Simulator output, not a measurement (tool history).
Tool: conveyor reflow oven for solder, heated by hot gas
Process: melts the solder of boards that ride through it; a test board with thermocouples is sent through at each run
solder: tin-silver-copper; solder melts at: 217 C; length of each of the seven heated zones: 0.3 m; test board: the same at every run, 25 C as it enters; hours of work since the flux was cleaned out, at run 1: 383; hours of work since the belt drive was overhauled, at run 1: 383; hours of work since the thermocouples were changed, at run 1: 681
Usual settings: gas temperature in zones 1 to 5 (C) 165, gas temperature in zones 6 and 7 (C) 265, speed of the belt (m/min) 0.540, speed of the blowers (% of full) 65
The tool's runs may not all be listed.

run     day  gas temperature in zones 1 to 5 (C)  gas temperature in zones 6 and 7 (C)  speed of the belt (m/min)  speed of the blowers (% of full)  hours of work since the flux was cleaned out  hours of work since the belt drive was overhauled  hours of work since the thermocouples were changed  highest temperature of the board (C)  time above the solder's melting point (s)
  1   0.000                                  165                                   265                      0.540                                65                                           383                                                383                                                 681                                 233.8                                       28.3
  2   1.838                                  165                                   265                      0.540                                65                                           401                                                401                                                 700                                 234.4                                       27.5
      5.662  -- flux residue cleaned out of gas plates and filters
  3   6.333                                  165                                   273                      0.540                                65                                             7                                                444                                                 743                                 246.1                                       41.1
  4   9.642                                  165                                   265                      0.540                                65                                            40                                                477                                                 776                                 237.7                                       33.4
  5  13.854                                  165                                   279                      0.540                                65                                            82                                                520                                                 818                                 248.3                                       43.3
  6  16.279                                  165                                   265                      0.540                                65                                           106                                                544                                                 843                                 237.2                                       32.4
  7  19.300                                  165                                   265                      0.540                                65                                           137                                                574                                                 873                                 237.4                                       33.6
  8  22.142                                  165                                   265                      0.540                                88                                           165                                                603                                                 901                                 242.5                                       39.0
  9  26.475                                  165                                   265                      0.540                                88                                           209                                                646                                                 945                                 240.7                                       37.1
 10  30.350                                  165                                   265                      0.540                                88                                           248                                                685                                                 984                                 240.1                                       37.3
 11  32.367                                  167                                   265                      0.540                                88                                           268                                                705                                                1004                                 240.9                                       37.5
 12  35.583                                  167                                   265                      0.540                                88                                           300                                                737                                                1036                                 240.1                                       36.3
     38.192  -- thermocouples of zones 6 and 7 changed
 13  38.192                                  169                                   265                      0.447                                71                                           325                                                763                                                   0                                 244.6                                       51.6
 14  41.038                                  174                                   270                      0.637                                52                                           354                                                791                                                  29                                 229.6                                       17.7
 15  45.079                                  179                                   266                      0.637                                66                                           394                                                832                                                  69                                 231.4                                       23.6
 16  49.004                                  166                                   278                      0.537                                68                                           434                                                871                                                 108                                 244.5                                       39.8
     49.788  -- flux residue cleaned out of gas plates and filters
 17  53.317                                  166                                   278                      0.537                                68                                            35                                                912                                                 150                                 250.5                                       45.8
 18  55.400                                  152                                   258                      0.540                                69                                            56                                                933                                                 170                                 232.4                                       23.5
 19  58.600                                  165                                   256                      0.540                                57                                            88                                                965                                                 203                                 228.8                                       23.4
 20  62.321                                  165                                   265                      0.449                                65                                           126                                               1003                                                 240                                 245.2                                       50.4
 21  66.250                                  165                                   265                      0.449                                65                                           165                                               1042                                                 279                                 244.6                                       50.4
 22  70.283                                  154                                   265                      0.542                                65                                           206                                               1082                                                 320                                 234.6                                       26.3

Forecast each of these 4 alternatives for the next run:
  A  72.454                                  162                                   279                      0.542                                51                                           227                                               1104                                                 341                                     ?                                          ?
  B  72.454                                  168                                   265                      0.542                                77                                           227                                               1104                                                 341                                     ?                                          ?
  C  72.454                                  159                                   274                      0.479                                65                                           227                                               1104                                                 341                                     ?                                          ?
  D  72.454                                  159                                   264                      0.542                                62                                           227                                               1104                                                 341                                     ?                                          ?

run  highest temperature of the board (C)  time above the solder's melting point (s)
  A                                 241.9                                       35.5
  B                                 240.1                                       37.1
  C                                 248.2                                       45.8
  D                                 234.6                                       26.9
Without the tool's hidden state the same runs would have given:
run  highest temperature of the board (C)  time above the solder's melting point (s)
  A                                 245.5                                       38.6
  B                                 243.7                                       40.6
  C                                 251.8                                       48.6
  D                                 238.3                                       31.2
